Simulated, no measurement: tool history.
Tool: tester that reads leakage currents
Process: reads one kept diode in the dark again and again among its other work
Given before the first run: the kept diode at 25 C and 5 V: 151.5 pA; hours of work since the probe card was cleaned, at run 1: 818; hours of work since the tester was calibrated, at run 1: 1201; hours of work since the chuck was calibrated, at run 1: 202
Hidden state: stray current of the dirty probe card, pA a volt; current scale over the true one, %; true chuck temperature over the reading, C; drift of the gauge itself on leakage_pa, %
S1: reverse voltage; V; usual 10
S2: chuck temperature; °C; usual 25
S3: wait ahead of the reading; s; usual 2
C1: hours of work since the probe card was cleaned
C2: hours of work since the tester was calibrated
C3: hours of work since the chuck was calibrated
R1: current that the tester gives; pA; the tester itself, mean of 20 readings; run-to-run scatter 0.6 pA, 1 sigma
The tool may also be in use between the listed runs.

run,day,S1,S2,S3,C1,C2,C3,R1
1,0,10,25,2,818,1201,202,220.14
2,2.475,10,25,2,858,1240,242,223.63
3,4.321,19.9,25,2,888,1270,272,301.26
4,7.325,19.9,25,2,936,1318,320,305.42
5,8.621,19.9,25,2,957,1339,341,308.46
6,9.95,19.9,25,2,978,1360,362,311.25
7,11.304,19.9,25,5.99,1000,1382,384,311.69
8,14.296,10,25,1.57,1048,1430,432,239.63
9,16.738,10,36,0.34,1087,1469,471,662.39
10,18.325,10,36,0.34,1113,1495,497,663.62
11,21.292,10,21,0.34,1160,1542,544,171.96
12,24.112,10,23,0.52,1206,1588,589,209.66
13,25.883,11.7,38,1.64,1234,1616,618,878.9
14,28.258,8.3,25,0.3,1272,1654,656,240.25
15,30.104,8.3,25,0.3,1302,1684,686,242.55

Predict each of these 3 candidate next runs independently; none follows another, all start after run 15:
# day 32.333: chuck's temperature calibrated
A,33.083,4.3,41,2,1348,1730,12,?
# day 32.333: chuck's temperature calibrated
B,33.083,10,38,0.79,1348,1730,12,?
# day 32.333: chuck's temperature calibrated
C,33.083,4.9,26,0.47,1348,1730,12,?

run,R1
A,639.52
B,691.1
C,172.47
What these runs would have given with no unlogged condition in the tool:
run,R1
A,630.36
B,675.8
C,166.09
